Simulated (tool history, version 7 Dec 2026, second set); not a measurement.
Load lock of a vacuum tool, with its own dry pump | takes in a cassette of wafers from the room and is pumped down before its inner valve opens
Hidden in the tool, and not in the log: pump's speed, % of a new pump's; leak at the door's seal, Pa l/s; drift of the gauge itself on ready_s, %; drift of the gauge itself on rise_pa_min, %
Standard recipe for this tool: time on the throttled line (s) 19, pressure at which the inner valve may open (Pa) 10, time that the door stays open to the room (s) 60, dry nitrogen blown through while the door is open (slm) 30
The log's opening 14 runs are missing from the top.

run	day	time on the throttled line (s)	pressure at which the inner valve may open (Pa)	time that the door stays open to the room (s)	dry nitrogen blown through while the door is open (slm)	hours that the pump has run since its overhaul	times that the door has closed on its seal	incoming humidity of the room's air, %	time from the closed door until the inner valve may open (s)	rise of the pressure with all valves shut (Pa/min)
15	255.967	19	10	60	30	15222	5649	48.3	47.2	0.034
16	269.5	19	10	153	30	15547	6257	46.4	46.1	0.051
17	298.362	19	10	153	5	16240	7551	45.4	46.5	0.12
18	313.742	19	10	60	28	16609	8241	43	47.1	0.036
19	326.942	19	10	60	28	16926	8833	48.8	46.6	0.049
20	344.983	19	10	50	30	17359	9642	41.9	46.4	0.029
21	357.142	19	10	60	30	17650	10188	44.6	46.1	0.039
22	372.879	19	10	60	30	18028	10893	48.9	46.1	0.035
23	401.65	19	10	60	30	18719	12184	48.5	46.9	0.038
24	421.712	35	15	60	30	19200	13084	44.8	56.5	0.032
# day 439.929: dry pump taken out, an overhauled one fitted
25	440.608	19	7	102	42	16	13920	43	47.7	0.035
26	467.35	19	7	102	42	658	15120	47.9	47.6	0.038
27	485.238	19	10	26	7	1087	15922	42.4	46.3	0.053
28	497.588	19	19	152	30	1384	16476	44.6	44.3	0.052
29	520.596	19	19	152	30	1936	17508	45	44.6	0.053
30	537.062	19	19	152	30	2331	18247	44.9	44	0.05
31	557.133	19	16	85	30	2813	19147	42.3	44.9	0.037
32	569.45	19	16	85	30	3108	19699	45.1	45	0.04
33	583.375	23	10	105	9	3443	20324	41.8	49.1	0.071
34	611.738	23	10	105	9	4123	21596	42.8	49.5	0.077
35	624.5	23	10	105	17	4430	22169	43.9	49.8	0.06
36	638.396	34	7	60	30	4763	22792	44.9	59.3	0.038
37	653.783	19	10	60	7	5132	23482	44.3	46.5	0.073

Each row is a separate what-if for the run after 37, all from the same tool condition, not one after another. Results?
A	674.212	33	13	41	7	5623	24398	45.5	?	?
B	674.212	32	10	53	7	5623	24398	47.1	?	?
C	674.212	22	10	60	30	5623	24398	44.4	?	?

run	time from the closed door until the inner valve may open (s)	rise of the pressure with all valves shut (Pa/min)
A	55.5	0.063
B	55.5	0.072
C	48.9	0.039
Had the tool no hidden state, the same runs would have come out as:
run	time from the closed door until the inner valve may open (s)	rise of the pressure with all valves shut (Pa/min)
A	55.5	0.061
B	55.5	0.069
C	48.9	0.037

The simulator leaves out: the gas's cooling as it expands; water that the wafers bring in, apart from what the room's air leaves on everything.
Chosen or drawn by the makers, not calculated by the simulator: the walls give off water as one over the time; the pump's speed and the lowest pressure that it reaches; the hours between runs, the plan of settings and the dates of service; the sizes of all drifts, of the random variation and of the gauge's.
